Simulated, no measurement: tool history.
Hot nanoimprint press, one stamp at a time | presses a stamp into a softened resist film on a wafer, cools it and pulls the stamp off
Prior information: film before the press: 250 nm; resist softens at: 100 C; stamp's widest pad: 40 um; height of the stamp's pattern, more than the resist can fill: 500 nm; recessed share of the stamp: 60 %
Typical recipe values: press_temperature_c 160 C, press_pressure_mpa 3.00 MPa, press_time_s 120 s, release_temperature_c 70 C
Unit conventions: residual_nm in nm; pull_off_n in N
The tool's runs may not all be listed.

{"run": 1, "day": 0.0, "press_temperature_c": 160, "press_pressure_mpa": 3.0, "press_time_s": 120, "release_temperature_c": 70, "residual_nm": 148.4, "pull_off_n": 212}
{"run": 2, "day": 1.108, "press_temperature_c": 160, "press_pressure_mpa": 3.0, "press_time_s": 120, "release_temperature_c": 71, "residual_nm": 148.2, "pull_off_n": 203}
{"run": 3, "day": 2.504, "press_temperature_c": 160, "press_pressure_mpa": 3.0, "press_time_s": 120, "release_temperature_c": 71, "residual_nm": 147.4, "pull_off_n": 206}
{"day": 3.725, "done": "stamp cleaned and given a new release coat"}
{"run": 4, "day": 4.196, "press_temperature_c": 160, "press_pressure_mpa": 3.0, "press_time_s": 120, "release_temperature_c": 71, "residual_nm": 148.3, "pull_off_n": 205}
{"day": 4.454, "done": "plate thermocouple calibrated"}
{"run": 5, "day": 5.488, "press_temperature_c": 160, "press_pressure_mpa": 3.0, "press_time_s": 108, "release_temperature_c": 71, "residual_nm": 152.4, "pull_off_n": 202}
{"run": 6, "day": 6.825, "press_temperature_c": 160, "press_pressure_mpa": 3.0, "press_time_s": 201, "release_temperature_c": 70, "residual_nm": 124.6, "pull_off_n": 210}
{"run": 7, "day": 8.667, "press_temperature_c": 160, "press_pressure_mpa": 3.0, "press_time_s": 201, "release_temperature_c": 70, "residual_nm": 124.4, "pull_off_n": 204}
{"run": 8, "day": 10.696, "press_temperature_c": 160, "press_pressure_mpa": 3.0, "press_time_s": 120, "release_temperature_c": 70, "residual_nm": 147.1, "pull_off_n": 206}
{"run": 9, "day": 12.321, "press_temperature_c": 164, "press_pressure_mpa": 3.0, "press_time_s": 120, "release_temperature_c": 70, "residual_nm": 123.2, "pull_off_n": 213}
{"run": 10, "day": 14.162, "press_temperature_c": 160, "press_pressure_mpa": 3.0, "press_time_s": 120, "release_temperature_c": 70, "residual_nm": 146.3, "pull_off_n": 214}
{"day": 14.6, "done": "stamp cleaned and given a new release coat"}
{"run": 11, "day": 15.667, "press_temperature_c": 160, "press_pressure_mpa": 3.0, "press_time_s": 120, "release_temperature_c": 70, "residual_nm": 147.3, "pull_off_n": 209}
{"run": 12, "day": 17.896, "press_temperature_c": 160, "press_pressure_mpa": 3.0, "press_time_s": 120, "release_temperature_c": 70, "residual_nm": 146.1, "pull_off_n": 208}
{"run": 13, "day": 19.821, "press_temperature_c": 160, "press_pressure_mpa": 3.0, "press_time_s": 120, "release_temperature_c": 70, "residual_nm": 145.2, "pull_off_n": 205}
{"run": 14, "day": 21.438, "press_temperature_c": 160, "press_pressure_mpa": 3.0, "press_time_s": 120, "release_temperature_c": 70, "residual_nm": 148.2, "pull_off_n": 210}
{"run": 15, "day": 23.579, "press_temperature_c": 160, "press_pressure_mpa": 3.0, "press_time_s": 120, "release_temperature_c": 70, "residual_nm": 147.3, "pull_off_n": 214}
{"day": 25.388, "done": "stamp cleaned and given a new release coat"}
{"run": 16, "day": 25.525, "press_temperature_c": 159, "press_pressure_mpa": 3.69, "press_time_s": 69, "release_temperature_c": 66, "residual_nm": 168.6, "pull_off_n": 231}
{"run": 17, "day": 27.696, "press_temperature_c": 159, "press_pressure_mpa": 3.69, "press_time_s": 69, "release_temperature_c": 66, "residual_nm": 166.2, "pull_off_n": 223}
{"run": 18, "day": 28.988, "press_temperature_c": 159, "press_pressure_mpa": 2.13, "press_time_s": 69, "release_temperature_c": 66, "residual_nm": 195.6, "pull_off_n": 227}
{"run": 19, "day": 30.946, "press_temperature_c": 166, "press_pressure_mpa": 3.02, "press_time_s": 124, "release_temperature_c": 66, "residual_nm": 108.3, "pull_off_n": 232}
{"run": 20, "day": 32.583, "press_temperature_c": 170, "press_pressure_mpa": 2.18, "press_time_s": 218, "release_temperature_c": 65, "residual_nm": 85.0, "pull_off_n": 240}
{"run": 21, "day": 34.025, "press_temperature_c": 170, "press_pressure_mpa": 2.18, "press_time_s": 218, "release_temperature_c": 65, "residual_nm": 85.5, "pull_off_n": 235}

Run 22 is up next; what results do you expect?
{"run": 22, "day": 35.671, "press_temperature_c": 160, "press_pressure_mpa": 3.77, "press_time_s": 66, "release_temperature_c": 70, "residual_nm": "?", "pull_off_n": "?"}

residual_nm: 161.6 nm
pull_off_n: 215 N
Take away the tool's hidden state, keep the run-to-run variation as it was, and the same run would have given residual_nm 161.1 nm, pull_off_n 211 N.

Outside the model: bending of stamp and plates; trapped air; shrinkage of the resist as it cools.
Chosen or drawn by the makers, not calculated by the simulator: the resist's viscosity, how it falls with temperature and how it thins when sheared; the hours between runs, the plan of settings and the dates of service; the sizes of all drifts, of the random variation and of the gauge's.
